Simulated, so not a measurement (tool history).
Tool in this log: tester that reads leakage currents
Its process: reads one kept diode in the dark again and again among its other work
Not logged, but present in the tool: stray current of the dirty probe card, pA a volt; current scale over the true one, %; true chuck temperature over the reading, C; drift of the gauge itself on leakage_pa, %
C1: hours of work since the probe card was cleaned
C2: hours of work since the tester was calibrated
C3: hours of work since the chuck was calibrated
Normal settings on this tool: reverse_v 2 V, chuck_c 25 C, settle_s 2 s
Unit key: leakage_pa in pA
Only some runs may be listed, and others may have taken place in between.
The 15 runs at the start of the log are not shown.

{"run": 16, "hour": 841.2, "reverse_v": 6.29, "chuck_c": 25, "settle_s": 2, "C1": 1342, "C2": 2136, "C3": 579, "leakage_pa": 69.09}
{"run": 17, "hour": 915.8, "reverse_v": 2, "chuck_c": 25, "settle_s": 2, "C1": 1386, "C2": 2180, "C3": 623, "leakage_pa": 40.84}
{"run": 18, "hour": 960.2, "reverse_v": 1.38, "chuck_c": 25, "settle_s": 0.34, "C1": 1412, "C2": 2206, "C3": 650, "leakage_pa": 35.53}
{"run": 19, "hour": 997.8, "reverse_v": 2, "chuck_c": 27, "settle_s": 2, "C1": 1434, "C2": 2228, "C3": 672, "leakage_pa": 48.12}
{"run": 20, "hour": 1072.0, "reverse_v": 2, "chuck_c": 27, "settle_s": 2, "C1": 1478, "C2": 2272, "C3": 715, "leakage_pa": 48.42}
{"hour": 1146.4, "done": "chuck's temperature calibrated"}
{"run": 21, "hour": 1160.4, "reverse_v": 8.59, "chuck_c": 35, "settle_s": 2, "C1": 1529, "C2": 2323, "C3": 8, "leakage_pa": 151.52}
{"run": 22, "hour": 1231.2, "reverse_v": 2, "chuck_c": 25, "settle_s": 2, "C1": 1571, "C2": 2365, "C3": 50, "leakage_pa": 37.3}
{"run": 23, "hour": 1273.9, "reverse_v": 2, "chuck_c": 25, "settle_s": 2, "C1": 1596, "C2": 2390, "C3": 75, "leakage_pa": 37.73}
{"run": 24, "hour": 1335.4, "reverse_v": 10.31, "chuck_c": 22, "settle_s": 8.88, "C1": 1632, "C2": 2426, "C3": 112, "leakage_pa": 67.97}
{"run": 25, "hour": 1418.2, "reverse_v": 10.31, "chuck_c": 22, "settle_s": 8.88, "C1": 1681, "C2": 2475, "C3": 160, "leakage_pa": 68.14}
{"run": 26, "hour": 1470.2, "reverse_v": 6.75, "chuck_c": 26, "settle_s": 4.14, "C1": 1712, "C2": 2506, "C3": 191, "leakage_pa": 73.7}
{"run": 27, "hour": 1525.8, "reverse_v": 2, "chuck_c": 29, "settle_s": 8.99, "C1": 1745, "C2": 2539, "C3": 224, "leakage_pa": 52.21}
{"run": 28, "hour": 1587.7, "reverse_v": 9.67, "chuck_c": 29, "settle_s": 8.99, "C1": 1781, "C2": 2575, "C3": 260, "leakage_pa": 110.08}
{"hour": 1666.1, "done": "probe card cleaned and baked"}
{"run": 29, "hour": 1670.8, "reverse_v": 2, "chuck_c": 25, "settle_s": 9.02, "C1": 3, "C2": 2622, "C3": 308, "leakage_pa": 36.55}
{"run": 30, "hour": 1742.2, "reverse_v": 2.33, "chuck_c": 40, "settle_s": 0.68, "C1": 45, "C2": 2665, "C3": 350, "leakage_pa": 125.69}
{"run": 31, "hour": 1795.4, "reverse_v": 11.9, "chuck_c": 47, "settle_s": 1.54, "C1": 76, "C2": 2696, "C3": 381, "leakage_pa": 417.39}
{"run": 32, "hour": 1862.0, "reverse_v": 11.9, "chuck_c": 47, "settle_s": 7.57, "C1": 116, "C2": 2735, "C3": 421, "leakage_pa": 417.43}

Forecast run 33:
{"run": 33, "hour": 1923.4, "reverse_v": 10.78, "chuck_c": 23, "settle_s": 1.06, "C1": 152, "C2": 2771, "C3": 457, "leakage_pa": "?"}

{"run 33": {"leakage_pa": 68.1}}
If the tool had no hidden condition, the same run with the same run-to-run variation would have returned leakage_pa 61.87 pA.
